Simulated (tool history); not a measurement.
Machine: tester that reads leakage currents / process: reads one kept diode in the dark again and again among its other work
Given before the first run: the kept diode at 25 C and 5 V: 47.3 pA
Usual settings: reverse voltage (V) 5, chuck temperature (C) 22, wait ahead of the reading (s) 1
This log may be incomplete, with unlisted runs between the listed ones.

run   hour  reverse voltage (V)  chuck temperature (C)  wait ahead of the reading (s)  current that the tester gives (pA)
  1      0                    5                     22                              1                               36.22
  2   54.6                    5                     22                           3.82                               35.37
  3  140.5                    5                     22                              1                               35.85
  4  191.3                    5                     22                              1                               36.31
  5  267.2                14.34                     22                              1                               56.52
  6  302.8                14.34                     22                              1                               56.82
  7  363.9                14.34                     22                              1                               56.27
  8    403                14.34                     22                           0.36                               62.01
  9  465.5                14.34                     22                           0.36                               62.41
 10  538.4                 1.33                     22                           0.52                               21.35
 11    596                 1.33                     47                           1.33                              207.18
 12  645.7                    5                     55                           0.48                              681.59

Branching from run 12: 3 alternative next runs. What would each branch give?
  A  726.8                 5.04                     21                            7.6                                   ?
  B  726.8                18.77                     46                           6.22                                   ?
  C  726.8                  3.9                     38                           0.54                                   ?

run  current that the tester gives (pA)
  A                                31.9
  B                              546.55
  C                              146.14
With the hidden condition removed and each run's random variation left untouched, the same runs would have given:
run  current that the tester gives (pA)
  A                               31.97
  B                              547.76
  C                              146.48
